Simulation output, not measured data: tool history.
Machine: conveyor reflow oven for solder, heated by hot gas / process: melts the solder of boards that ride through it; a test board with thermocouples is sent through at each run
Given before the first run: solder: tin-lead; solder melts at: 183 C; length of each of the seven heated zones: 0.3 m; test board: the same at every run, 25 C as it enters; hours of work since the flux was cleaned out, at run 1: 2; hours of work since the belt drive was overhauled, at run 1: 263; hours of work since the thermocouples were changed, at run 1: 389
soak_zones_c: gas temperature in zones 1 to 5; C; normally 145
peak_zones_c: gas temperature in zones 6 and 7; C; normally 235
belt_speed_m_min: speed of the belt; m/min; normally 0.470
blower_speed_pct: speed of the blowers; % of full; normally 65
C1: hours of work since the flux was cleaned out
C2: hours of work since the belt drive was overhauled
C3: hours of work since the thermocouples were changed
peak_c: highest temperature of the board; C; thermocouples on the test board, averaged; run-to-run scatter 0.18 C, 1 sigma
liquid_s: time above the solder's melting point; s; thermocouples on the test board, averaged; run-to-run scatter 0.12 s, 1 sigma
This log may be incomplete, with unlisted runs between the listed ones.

{"run": 1, "hour": 0.0, "soak_zones_c": 145, "peak_zones_c": 235, "belt_speed_m_min": 0.47, "blower_speed_pct": 65, "C1": 2, "C2": 263, "C3": 389, "peak_c": 216.6, "liquid_s": 59.4}
{"run": 2, "hour": 43.7, "soak_zones_c": 145, "peak_zones_c": 235, "belt_speed_m_min": 0.47, "blower_speed_pct": 65, "C1": 25, "C2": 287, "C3": 413, "peak_c": 216.8, "liquid_s": 59.5}
{"run": 3, "hour": 93.2, "soak_zones_c": 145, "peak_zones_c": 235, "belt_speed_m_min": 0.47, "blower_speed_pct": 65, "C1": 52, "C2": 313, "C3": 439, "peak_c": 216.7, "liquid_s": 59.1}
{"run": 4, "hour": 151.3, "soak_zones_c": 145, "peak_zones_c": 235, "belt_speed_m_min": 0.419, "blower_speed_pct": 65, "C1": 83, "C2": 344, "C3": 470, "peak_c": 219.4, "liquid_s": 69.7}
{"run": 5, "hour": 189.7, "soak_zones_c": 145, "peak_zones_c": 235, "belt_speed_m_min": 0.419, "blower_speed_pct": 65, "C1": 104, "C2": 365, "C3": 491, "peak_c": 219.6, "liquid_s": 69.5}
{"run": 6, "hour": 248.4, "soak_zones_c": 145, "peak_zones_c": 235, "belt_speed_m_min": 0.419, "blower_speed_pct": 65, "C1": 135, "C2": 396, "C3": 522, "peak_c": 219.3, "liquid_s": 69.5}
{"run": 7, "hour": 275.9, "soak_zones_c": 145, "peak_zones_c": 235, "belt_speed_m_min": 0.419, "blower_speed_pct": 65, "C1": 150, "C2": 411, "C3": 537, "peak_c": 219.2, "liquid_s": 69.8}
{"run": 8, "hour": 312.8, "soak_zones_c": 145, "peak_zones_c": 235, "belt_speed_m_min": 0.47, "blower_speed_pct": 65, "C1": 170, "C2": 431, "C3": 557, "peak_c": 215.8, "liquid_s": 58.4}
{"run": 9, "hour": 342.6, "soak_zones_c": 145, "peak_zones_c": 235, "belt_speed_m_min": 0.47, "blower_speed_pct": 65, "C1": 185, "C2": 447, "C3": 572, "peak_c": 215.3, "liquid_s": 58.4}
{"run": 10, "hour": 377.8, "soak_zones_c": 145, "peak_zones_c": 235, "belt_speed_m_min": 0.47, "blower_speed_pct": 65, "C1": 204, "C2": 466, "C3": 591, "peak_c": 215.3, "liquid_s": 58.2}
{"run": 11, "hour": 423.1, "soak_zones_c": 145, "peak_zones_c": 235, "belt_speed_m_min": 0.47, "blower_speed_pct": 65, "C1": 229, "C2": 490, "C3": 616, "peak_c": 215.3, "liquid_s": 58.2}
{"hour": 447.4, "done": "flux residue cleaned out of gas plates and filters"}
{"run": 12, "hour": 485.4, "soak_zones_c": 151, "peak_zones_c": 235, "belt_speed_m_min": 0.47, "blower_speed_pct": 65, "C1": 20, "C2": 521, "C3": 646, "peak_c": 215.6, "liquid_s": 60.6}
{"run": 13, "hour": 538.5, "soak_zones_c": 145, "peak_zones_c": 235, "belt_speed_m_min": 0.549, "blower_speed_pct": 65, "C1": 49, "C2": 549, "C3": 675, "peak_c": 208.4, "liquid_s": 42.7}
{"run": 14, "hour": 581.2, "soak_zones_c": 132, "peak_zones_c": 238, "belt_speed_m_min": 0.526, "blower_speed_pct": 58, "C1": 72, "C2": 572, "C3": 698, "peak_c": 205.7, "liquid_s": 37.4}
{"hour": 595.7, "done": "flux residue cleaned out of gas plates and filters, once more"}
{"run": 15, "hour": 632.5, "soak_zones_c": 140, "peak_zones_c": 246, "belt_speed_m_min": 0.43, "blower_speed_pct": 52, "C1": 20, "C2": 597, "C3": 722, "peak_c": 221.8, "liquid_s": 66.8}
{"run": 16, "hour": 658.2, "soak_zones_c": 145, "peak_zones_c": 248, "belt_speed_m_min": 0.391, "blower_speed_pct": 57, "C1": 33, "C2": 610, "C3": 736, "peak_c": 230.1, "liquid_s": 82.2}
{"run": 17, "hour": 707.7, "soak_zones_c": 147, "peak_zones_c": 235, "belt_speed_m_min": 0.47, "blower_speed_pct": 56, "C1": 60, "C2": 637, "C3": 763, "peak_c": 212.8, "liquid_s": 56.2}
{"run": 18, "hour": 742.9, "soak_zones_c": 147, "peak_zones_c": 229, "belt_speed_m_min": 0.47, "blower_speed_pct": 54, "C1": 79, "C2": 656, "C3": 781, "peak_c": 206.6, "liquid_s": 50.4}

For run 19, what comes out?
{"run": 19, "hour": 773.0, "soak_zones_c": 145, "peak_zones_c": 235, "belt_speed_m_min": 0.529, "blower_speed_pct": 65, "C1": 95, "C2": 672, "C3": 798, "peak_c": "?", "liquid_s": "?"}

Run 19 yielded peak_c 211.7 C, liquid_s 47.9 s.
Were there no unlogged condition in the tool, this run, its random variation unchanged, would have produced peak_c 214.2 C, liquid_s 49.7 s.
